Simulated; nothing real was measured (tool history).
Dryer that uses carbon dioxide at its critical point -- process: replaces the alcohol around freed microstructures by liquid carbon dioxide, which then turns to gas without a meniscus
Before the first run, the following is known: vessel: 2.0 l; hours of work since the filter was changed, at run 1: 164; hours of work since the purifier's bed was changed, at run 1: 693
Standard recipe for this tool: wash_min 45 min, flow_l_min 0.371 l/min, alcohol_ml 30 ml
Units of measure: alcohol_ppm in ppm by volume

run   hour  wash_min  flow_l_min  alcohol_ml  hours of work since the filter was changed  hours of work since the purifier's bed was changed  alcohol_ppm
  1      0        45       0.371          30                                         164                                                 693          236
  2   15.6        45       0.371          28                                         175                                                 704          227
  3   33.7        45       0.371          28                                         188                                                 716          244
  4   52.3        45       0.371          28                                         201                                                 729          257
  5   63.3        45       0.371          28                                         209                                                 737          232
  6   77.3        45       0.371          28                                         218                                                 747          259
  7   90.7        45       0.371          28                                         228                                                 756          253
  8  103.4        65       0.371          30                                         237                                                 765          234
  9  118.3        45       0.371          30                                         247                                                 776          267
 10  135.6        45       0.371          30                                         259                                                 788          266
 11  149.3        45       0.371          30                                         269                                                 798          258
 12  170.4        45       0.371          30                                         284                                                 813          281
 13  180.7        45       0.371          30                                         291                                                 820          286
 14  191.5        45       0.371          30                                         299                                                 827          265
 15  201.5        45       0.371          30                                         306                                                 834          287
 16    220        45       0.371          26                                         319                                                 847          288
 17  230.1        45       0.371          26                                         326                                                 855          286
 18  240.4        45       0.371          26                                         333                                                 862          295
     256.7  -- purifier's bed changed
 19  263.3        45       0.371          26                                         347                                                   5           26
 20  281.8        45       0.371          30                                         360                                                  18           40
 21  294.6        45       0.371          30                                         369                                                  27           43
 22  308.8        45       0.371          30                                         379                                                  37           50
 23  329.1        45       0.371          30                                         394                                                  51           49
 24  344.2        39       0.371          23                                         404                                                  62           67
 25  366.6        39       0.371          23                                         420                                                  77           70
 26  390.8        39       0.371          23                                         437                                                  94           85
 27  401.3        48       0.313          38                                         445                                                 102          107
     416.5  -- inlet filter changed
 28  421.7        56       0.492          79                                           4                                                 116           43
 29    432        56       0.229          61                                          11                                                 123          211
 30  445.5        56       0.229          61                                          20                                                 132          213
 31  457.3        56       0.229          61                                          29                                                 141          221
 32    482        45       0.403          24                                          46                                                 158           65
 33    505        45       0.371          20                                          62                                                 174           78
 34  527.8        45        0.45          21                                          78                                                 190           71
 35  546.5        45        0.45          21                                          92                                                 203           82
 36  560.5        33       0.407          26                                         101                                                 213          135
 37  575.7        61       0.417          30                                         112                                                 224           78
 38  594.1        45       0.261          43                                         125                                                 237          288
 39  608.5        45       0.239          30                                         135                                                 247          289
 40  632.2        66       0.485          30                                         152                                                 264           87
 41  654.2        66       0.266          25                                         167                                                 279          108
 42  670.6        71       0.469          21                                         179                                                 291           98
 43  693.1        71       0.511          21                                         195                                                 307           90
 44  714.7        70       0.577          47                                         210                                                 322           98
 45  729.6        55       0.513          47                                         221                                                 332          104
 46  740.1        55       0.513          47                                         228                                                 340          110

Each row is a separate what-if for the run after 46, all from the same tool condition, not one after another. Results?
  A  757.5        36        0.51          30                                         240                                                 352            ?
  B  757.5        67       0.433          37                                         240                                                 352            ?
  C  757.5        66       0.396          47                                         240                                                 352            ?

run  alcohol_ppm
  A          130
  B          112
  C          113
Take away the tool's hidden state, keep each run's random variation, and the runs would have read:
run  alcohol_ppm
  A           16
  B            1
  C            0
